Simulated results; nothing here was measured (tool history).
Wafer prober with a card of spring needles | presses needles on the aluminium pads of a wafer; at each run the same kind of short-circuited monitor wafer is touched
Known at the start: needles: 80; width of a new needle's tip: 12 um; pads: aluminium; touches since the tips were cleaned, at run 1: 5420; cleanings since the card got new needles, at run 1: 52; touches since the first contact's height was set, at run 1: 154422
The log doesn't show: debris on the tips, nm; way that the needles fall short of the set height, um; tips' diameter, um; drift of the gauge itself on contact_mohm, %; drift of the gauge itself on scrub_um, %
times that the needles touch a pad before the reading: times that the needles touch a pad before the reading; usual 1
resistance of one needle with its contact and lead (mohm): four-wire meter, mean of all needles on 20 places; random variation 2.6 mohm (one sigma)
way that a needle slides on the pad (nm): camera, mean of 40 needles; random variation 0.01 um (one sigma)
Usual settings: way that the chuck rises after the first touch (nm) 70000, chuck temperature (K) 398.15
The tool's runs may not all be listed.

run   hour  way that the chuck rises after the first touch (nm)  chuck temperature (K)  times that the needles touch a pad before the reading  touches since the tips were cleaned  cleanings since the card got new needles  touches since the first contact's height was set  resistance of one needle with its contact and lead (mohm)  way that a needle slides on the pad (nm)
  1    0.0                                                70000                 398.15                                                      1                                 5420                                        52                                            154422                                                        360                                     12600
       1.4  -- tips cleaned on abrasive film
       5.8  -- height of the first contact set anew
      14.1  -- tips cleaned on abrasive film
  2   21.6                                                70000                 398.15                                                      1                                 3364                                        54                                              7090                                                        350                                     12800
      27.8  -- tips cleaned on abrasive film
  3   38.1                                                70000                 398.15                                                      1                                 4669                                        55                                             14571                                                        361                                     12800
      40.7  -- tips cleaned on abrasive film
      54.2  -- tips cleaned on abrasive film
  4   61.7                                                70000                 391.15                                                      1                                 3385                                        57                                             25170                                                        343                                     12770
      66.6  -- tips cleaned on abrasive film
      80.3  -- tips cleaned on abrasive film
  5   83.6                                                70000                 299.15                                                      1                                 1498                                        59                                             35017                                                        298                                     12760
      92.9  -- tips cleaned on abrasive film
     106.9  -- tips cleaned on abrasive film
  6  107.1                                                70000                 299.15                                                      1                                  126                                        61                                             45636                                                        278                                     12760
     119.6  -- tips cleaned on abrasive film
  7  127.4                                                70000                 299.15                                                      1                                 3509                                        62                                             54774                                                        331                                     12740
     132.8  -- tips cleaned on abrasive film
     146.0  -- tips cleaned on abrasive film
  8  146.0                                                70000                 299.15                                                      1                                    0                                        64                                             63128                                                        277                                     12720
     160.2  -- tips cleaned on abrasive film
     172.8  -- tips cleaned on abrasive film
  9  172.8                                                70000                 299.15                                                      1                                    0                                        66                                             75248                                                        273                                     12700
     186.3  -- tips cleaned on abrasive film
 10  196.7                                                70000                 299.15                                                      1                                 4704                                        67                                             86015                                                        331                                     12710
     199.2  -- tips cleaned on abrasive film
 11  209.6                                                70000                 398.15                                                      1                                 4738                                        68                                             91858                                                        361                                     12690
     213.1  -- tips cleaned on abrasive film
     226.2  -- tips cleaned on abrasive film
 12  230.8                                                70000                 398.15                                                      2                                 2097                                        70                                            101389                                                        327                                     12670
     238.5  -- tips cleaned on abrasive film
     252.7  -- tips cleaned on abrasive film
 13  253.4                                                70000                 398.15                                                      2                                  312                                        72                                            111576                                                        307                                     12640
     265.1  -- tips cleaned on abrasive film
 14  273.0                                                70000                 398.15                                                      2                                 3572                                        73                                            120405                                                        325                                     12630
     278.5  -- tips cleaned on abrasive film
     291.7  -- tips cleaned on abrasive film
 15  300.2                                                70000                 398.15                                                      2                                 3842                                        75                                            132669                                                        333                                     12620
     306.1  -- tips cleaned on abrasive film
 16  317.1                                                70000                 398.15                                                      2                                 5000                                        76                                            140325                                                        335                                     12620
     319.8  -- tips cleaned on abrasive film
     332.8  -- tips cleaned on abrasive film
     345.6  -- tips cleaned on abrasive film
 17  345.6                                                82000                 392.15                                                      1                                    0                                        79                                            153129                                                        301                                     14790
     354.2  -- height of the first contact set anew
     359.4  -- tips cleaned on abrasive film
 18  360.7                                                82000                 328.15                                                      3                                  583                                        80                                              2907                                                        283                                     15000
     372.1  -- tips cleaned on abrasive film
 19  377.2                                                51000                 398.15                                                      1                                 2289                                        81                                             10321                                                        377                                      9310
     385.3  -- tips cleaned on abrasive film
 20  393.3                                                51000                 388.15                                                      1                                 3636                                        82                                             17601                                                        385                                      9310
     397.6  -- tips cleaned on abrasive film
     410.4  -- tips cleaned on abrasive film
 21  422.0                                                66000                 398.15                                                      1                                 5269                                        84                                             30531                                                        366                                     12030
     423.9  -- tips cleaned on abrasive film
     437.7  -- tips cleaned on abrasive film
 22  445.7                                                51000                 330.15                                                      2                                 3650                                        86                                             41224                                                        344                                      9270
     451.2  -- tips cleaned on abrasive film
     464.9  -- tips cleaned on abrasive film
 23  465.2                                                51000                 353.15                                                      2                                  161                                        88                                             50005                                                        303                                      9250
     478.7  -- tips cleaned on abrasive film
 24  486.5                                                51000                 353.15                                                      2                                 3535                                        89                                             59621                                                        350                                      9240
     493.0  -- tips cleaned on abrasive film
     506.5  -- tips cleaned on abrasive film
 25  513.6                                                51000                 353.15                                                      2                                 3227                                        91                                             71836                                                        342                                      9220
     518.7  -- tips cleaned on abrasive film
 26  528.9                                                51000                 353.15                                                      2                                 4605                                        92                                             78714                                                        355                                      9220
     531.3  -- tips cleaned on abrasive film
     543.6  -- tips cleaned on abrasive film
 27  545.2                                                51000                 353.15                                                      1                                  701                                        94                                             86032                                                        334                                      9210
     556.2  -- tips cleaned on abrasive film
 28  568.0                                                84000                 398.15                                                      1                                 5340                                        95                                             96337                                                        353                                     15230
     569.3  -- tips cleaned on abrasive film
 29  580.5                                                84000                 398.15                                                      1                                 5078                                        96                                            101979                                                        348                                     15210
     583.0  -- tips cleaned on abrasive film
     597.5  -- tips cleaned on abrasive film
 30  605.8                                                86000                 333.15                                                      1                                 3783                                        98                                            113381                                                        329                                     15560

The next listed run, before its measurement:
     609.8  -- tips cleaned on abrasive film
     622.7  -- tips cleaned on abrasive film
 31  629.5                                                62000                 361.15                                                      3                                 3094                                       100                                            124078                                                          ?                                         ?

resistance of one needle with its contact and lead (mohm): 312
way that a needle slides on the pad (nm): 11160
Without the tool's hidden state the same run would have given resistance of one needle with its contact and lead (mohm) 288, way that a needle slides on the pad (nm) 11340.
